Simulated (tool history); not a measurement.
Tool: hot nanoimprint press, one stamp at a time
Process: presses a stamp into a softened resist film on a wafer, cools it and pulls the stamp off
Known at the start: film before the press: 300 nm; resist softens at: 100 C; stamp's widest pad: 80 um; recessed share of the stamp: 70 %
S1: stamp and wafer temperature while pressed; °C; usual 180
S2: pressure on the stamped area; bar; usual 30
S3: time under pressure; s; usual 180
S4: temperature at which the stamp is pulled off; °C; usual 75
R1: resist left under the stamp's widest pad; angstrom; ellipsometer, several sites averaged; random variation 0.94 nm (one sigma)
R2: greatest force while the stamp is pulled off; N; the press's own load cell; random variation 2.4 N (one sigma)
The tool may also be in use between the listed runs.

run 1 hour=0 | S1=180 S2=30 S3=180 S4=75 | R1=1767 R2=131
run 2 hour=40.9 | S1=180 S2=30 S3=212 S4=75 | R1=1687 R2=135
-- hour=111.8 stamp cleaned and given a new release coat
run 3 hour=119.7 | S1=180 S2=30 S3=180 S4=75 | R1=1732 R2=108
run 4 hour=174.7 | S1=180 S2=30 S3=180 S4=75 | R1=1741 R2=115
run 5 hour=247.2 | S1=180 S2=30 S3=180 S4=64 | R1=1751 R2=137
run 6 hour=321.2 | S1=180 S2=30 S3=180 S4=75 | R1=1726 R2=133
-- hour=369.1 stamp cleaned and given a new release coat
run 7 hour=370.6 | S1=180 S2=30 S3=180 S4=75 | R1=1734 R2=104
run 8 hour=402.7 | S1=180 S2=30 S3=180 S4=75 | R1=1732 R2=112
-- hour=439.7 plate thermocouple calibrated
run 9 hour=450.6 | S1=180 S2=30 S3=180 S4=75 | R1=1792 R2=111
run 10 hour=504.8 | S1=179 S2=30 S3=180 S4=75 | R1=1836 R2=128
run 11 hour=548.5 | S1=179 S2=30 S3=180 S4=75 | R1=1827 R2=138
-- hour=632 stamp cleaned and given a new release coat
run 12 hour=632 | S1=180 S2=22.8 S3=138 S4=75 | R1=2136 R2=110
run 13 hour=698.9 | S1=180 S2=20.9 S3=98 S4=63 | R1=2346 R2=130
run 14 hour=745.6 | S1=178 S2=20.9 S3=108 S4=63 | R1=2383 R2=137
run 15 hour=820.6 | S1=178 S2=20.9 S3=108 S4=63 | R1=2377 R2=146
-- hour=891.7 stamp cleaned and given a new release coat
run 16 hour=895.4 | S1=178 S2=20.9 S3=108 S4=63 | R1=2399 R2=119
run 17 hour=956.6 | S1=178 S2=20.9 S3=213 S4=63 | R1=2063 R2=130
run 18 hour=1016.3 | S1=178 S2=20.9 S3=213 S4=63 | R1=2070 R2=135
run 19 hour=1049.4 | S1=180 S2=30 S3=315 S4=75 | R1=1498 R2=128
run 20 hour=1089.6 | S1=181 S2=30 S3=315 S4=68 | R1=1455 R2=138
-- hour=1152 stamp cleaned and given a new release coat
run 21 hour=1167.4 | S1=181 S2=30 S3=315 S4=68 | R1=1453 R2=118

Hidden state or all else? Some run-to-run changes of R1, split into what the settings, what came in and random variation would give without the hidden state, and what is left for the hidden state (with any gauge scatter that isn't in both results):
The hidden state here: true temperature over the reading, C; pressure that arrives at the usual setting, %; grip of the stamp's worn release coat, % over a new coat's; drift of the gauge itself on residual_nm, %; drift of the gauge itself on pull_off_n, %.
Run 8 -> 9: plate thermocouple calibrated. R1 +60 angstrom: hidden state +64, all else -4.
Run 11 -> 12: S1 179 -> 180, S2 30 -> 22.8, S3 180 -> 138, stamp cleaned and given a new release coat. R1 +309 angstrom: hidden state -9, all else +318.
Run 16 -> 17: S3 108 -> 213. R1 -336 angstrom: hidden state -5, all else -331.
Run 18 -> 19: S1 178 -> 180, S2 20.9 -> 30, S3 213 -> 315, S4 63 -> 75. R1 -572 angstrom: hidden state +7, all else -579.
